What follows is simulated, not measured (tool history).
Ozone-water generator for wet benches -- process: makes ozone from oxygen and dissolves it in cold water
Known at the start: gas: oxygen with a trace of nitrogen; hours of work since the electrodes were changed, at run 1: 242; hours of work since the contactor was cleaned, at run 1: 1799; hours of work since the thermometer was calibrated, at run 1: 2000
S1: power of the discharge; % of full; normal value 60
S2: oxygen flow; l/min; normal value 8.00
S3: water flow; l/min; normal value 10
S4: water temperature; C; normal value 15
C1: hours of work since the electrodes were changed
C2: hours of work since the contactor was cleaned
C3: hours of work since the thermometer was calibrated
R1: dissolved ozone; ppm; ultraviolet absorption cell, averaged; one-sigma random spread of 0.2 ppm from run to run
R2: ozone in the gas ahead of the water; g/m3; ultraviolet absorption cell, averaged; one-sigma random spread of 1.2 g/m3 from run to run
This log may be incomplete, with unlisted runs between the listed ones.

run    hour  S1     S2  S3  S4    C1    C2    C3    R1     R2
  1     0.0  60   8.00  10  15   242  1799  2000  26.9  205.5
  2    45.2  60   8.00  10  15   276  1832  2033  27.4  203.0
  3    76.1  60   8.00  10  15   299  1855  2056  27.3  204.1
  4   102.4  60   8.00  10  15   318  1875  2076  27.3  204.2
  5   132.5  60   8.00  10  15   341  1897  2098  27.2  205.2
  6   166.4  62   8.00  10  15   366  1923  2124  27.7  208.9
  7   210.1  62   8.00  10  15   398  1955  2156  27.9  209.2
  8   249.5  62   8.00  10  15   428  1984  2185  28.0  210.0
  9   298.6  60   5.58  10  15   464  2021  2222  29.4  248.2
 10   336.1  60   5.58  10  15   492  2049  2250  29.3  246.0
 11   378.1  60   5.58  10  15   523  2080  2281  28.8  246.3
 12   417.1  60   5.58  10  15   552  2109  2310  29.3  246.1
 13   451.4  60   5.58  10  15   578  2135  2336  28.9  246.7
      458.7  -- contactor cleaned
 14   486.8  53   8.00  10  15   601    21  2359  24.2  186.3
 15   519.0  53   8.00  10  15   625    45  2383  24.5  186.2
      568.9  -- contactor cleaned, once more
 16   570.3  63   8.00  10  15   660     1  2418  28.9  212.1
 17   611.9  84   8.00  10  19   691    32  2449  32.7  260.6
 18   634.8  84  13.46  13  19   708    49  2466  24.2  197.6
 19   670.2  50   8.00  10  19   735    75  2492  22.1  176.7
 20   694.7  45   4.77  11  12   753    94  2511  23.9  216.5
 21   718.5  45   4.77  11  12   770   111  2528  23.5  213.8
 22   752.1  60   8.00   9  20   795   136  2553  25.7  202.6
 23   788.7  91   8.00   6  15   823   163  2580  49.2  273.9
 24   822.9  73   8.00   6  15   848   189  2606  41.4  233.2
 25   873.3  47   7.62  12  21   886   226  2643  18.3  172.8
 26   907.7  47   7.62  12  21   911   252  2669  18.3  173.2
 27   938.3  47   7.62  12  21   934   275  2692  18.3  174.0
 28   988.6  60  12.98  10  15   971   312  2729  24.1  156.4
 29  1013.7  60  12.98   9  15   990   331  2748  25.1  156.6
 30  1053.6  79   8.00  10  12  1020   361  2778  35.7  244.0
 31  1074.9  41   5.80  10  15  1036   376  2793  22.1  179.8
 32  1100.0  60   8.00   6  23  1054   395  2812  29.1  202.6

Describe how what the log doesn't record of the tool's condition differs between the last listed run preceding each entry between runs and the first listed run following it.
Run 13 -> run 14: contactor cleaned (hour 458.7)
  yield of the discharge, % of new electrodes': 97.7 -> 97.6; contactor's efficiency, % of a clean one's: 95.7 -> 94.1
  the result without the hidden state subtracted from the measured one, R1: -1.7 -> -1.8 ppm; R2: -5.2 -> -3.6 g/m3
Run 15 -> run 16: contactor cleaned, once more (hour 568.9)
  yield of the discharge, % of new electrodes': 97.5 -> 97.4; contactor's efficiency, % of a clean one's: 94.1 -> 99.7
  the result without the hidden state subtracted from the measured one, R1: -1.8 -> -1.0 ppm; R2: -3.7 -> -5.2 g/m3
